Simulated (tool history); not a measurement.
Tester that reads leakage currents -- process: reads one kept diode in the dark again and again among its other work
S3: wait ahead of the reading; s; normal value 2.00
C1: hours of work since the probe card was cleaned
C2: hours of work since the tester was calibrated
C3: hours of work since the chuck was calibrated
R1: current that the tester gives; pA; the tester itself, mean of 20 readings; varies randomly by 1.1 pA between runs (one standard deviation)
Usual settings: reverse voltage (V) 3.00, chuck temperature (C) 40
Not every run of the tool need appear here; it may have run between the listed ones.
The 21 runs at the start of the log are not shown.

{"hour": 3186.9, "done": "chuck's temperature calibrated"}
{"run": 22, "hour": 3186.9, "reverse voltage (V)": 6.86, "chuck temperature (C)": 38, "S3": 0.32, "C1": 1591, "C2": 1697, "C3": 0, "R1": 463.03}
{"run": 23, "hour": 3307.4, "reverse voltage (V)": 3.0, "chuck temperature (C)": 36, "S3": 4.87, "C1": 1640, "C2": 1746, "C3": 49, "R1": 289.11}
{"hour": 3412.2, "done": "probe card cleaned and baked"}
{"run": 24, "hour": 3412.2, "reverse voltage (V)": 3.0, "chuck temperature (C)": 33, "S3": 2.0, "C1": 0, "C2": 1788, "C3": 91, "R1": 235.3}
{"run": 25, "hour": 3590.7, "reverse voltage (V)": 3.0, "chuck temperature (C)": 31, "S3": 0.55, "C1": 73, "C2": 1861, "C3": 164, "R1": 206.46}
{"run": 26, "hour": 3764.1, "reverse voltage (V)": 3.0, "chuck temperature (C)": 31, "S3": 0.55, "C1": 144, "C2": 1932, "C3": 235, "R1": 207.31}
{"run": 27, "hour": 3966.2, "reverse voltage (V)": 3.0, "chuck temperature (C)": 31, "S3": 0.55, "C1": 226, "C2": 2014, "C3": 317, "R1": 208.47}
{"run": 28, "hour": 4192.5, "reverse voltage (V)": 3.0, "chuck temperature (C)": 52, "S3": 0.55, "C1": 319, "C2": 2107, "C3": 409, "R1": 846.39}
{"run": 29, "hour": 4364.6, "reverse voltage (V)": 3.57, "chuck temperature (C)": 52, "S3": 0.78, "C1": 389, "C2": 2177, "C3": 480, "R1": 907.75}
{"run": 30, "hour": 4539.7, "reverse voltage (V)": 3.57, "chuck temperature (C)": 52, "S3": 0.78, "C1": 460, "C2": 2248, "C3": 551, "R1": 921.87}
{"run": 31, "hour": 4742.8, "reverse voltage (V)": 6.71, "chuck temperature (C)": 40, "S3": 2.09, "C1": 543, "C2": 2331, "C3": 634, "R1": 547.09}
{"run": 32, "hour": 4895.9, "reverse voltage (V)": 2.44, "chuck temperature (C)": 24, "S3": 8.21, "C1": 606, "C2": 2394, "C3": 697, "R1": 119.09}
{"run": 33, "hour": 5018.3, "reverse voltage (V)": 1.24, "chuck temperature (C)": 37, "S3": 2.0, "C1": 656, "C2": 2444, "C3": 747, "R1": 230.06}
{"run": 34, "hour": 5213.4, "reverse voltage (V)": 3.87, "chuck temperature (C)": 40, "S3": 0.33, "C1": 736, "C2": 2524, "C3": 826, "R1": 447.71}
{"run": 35, "hour": 5391.4, "reverse voltage (V)": 6.52, "chuck temperature (C)": 40, "S3": 2.0, "C1": 808, "C2": 2596, "C3": 899, "R1": 554.04}
{"run": 36, "hour": 5516.4, "reverse voltage (V)": 19.02, "chuck temperature (C)": 40, "S3": 2.0, "C1": 859, "C2": 2647, "C3": 950, "R1": 857.14}
{"run": 37, "hour": 5702.9, "reverse voltage (V)": 19.02, "chuck temperature (C)": 40, "S3": 2.0, "C1": 936, "C2": 2724, "C3": 1026, "R1": 865.18}
{"run": 38, "hour": 5814.8, "reverse voltage (V)": 3.0, "chuck temperature (C)": 53, "S3": 2.0, "C1": 981, "C2": 2769, "C3": 1072, "R1": 944.52}
{"run": 39, "hour": 5945.6, "reverse voltage (V)": 3.0, "chuck temperature (C)": 23, "S3": 2.0, "C1": 1035, "C2": 2823, "C3": 1125, "R1": 126.65}
{"run": 40, "hour": 6105.0, "reverse voltage (V)": 3.0, "chuck temperature (C)": 51, "S3": 2.61, "C1": 1100, "C2": 2888, "C3": 1191, "R1": 848.76}

Predict each of these 4 candidate next runs independently; none follows another, all start after run 40:
{"run": "A", "hour": 6275.5, "reverse voltage (V)": 3.0, "chuck temperature (C)": 40, "S3": 0.51, "C1": 1169, "C2": 2957, "C3": 1260, "R1": "?"}
{"run": "B", "hour": 6275.5, "reverse voltage (V)": 4.32, "chuck temperature (C)": 42, "S3": 2.61, "C1": 1169, "C2": 2957, "C3": 1260, "R1": "?"}
{"run": "C", "hour": 6275.5, "reverse voltage (V)": 3.0, "chuck temperature (C)": 26, "S3": 2.61, "C1": 1169, "C2": 2957, "C3": 1260, "R1": "?"}
{"run": "D", "hour": 6275.5, "reverse voltage (V)": 19.41, "chuck temperature (C)": 40, "S3": 2.0, "C1": 1169, "C2": 2957, "C3": 1260, "R1": "?"}

run=A R1=418.77
run=B R1=554.43
run=C R1=158.07
run=D R1=893.37
With the hidden condition removed and each run's random variation left untouched, the same runs would have given:
run=A R1=375.87
run=B R1=498.12
run=C R1=139.85
run=D R1=798.98
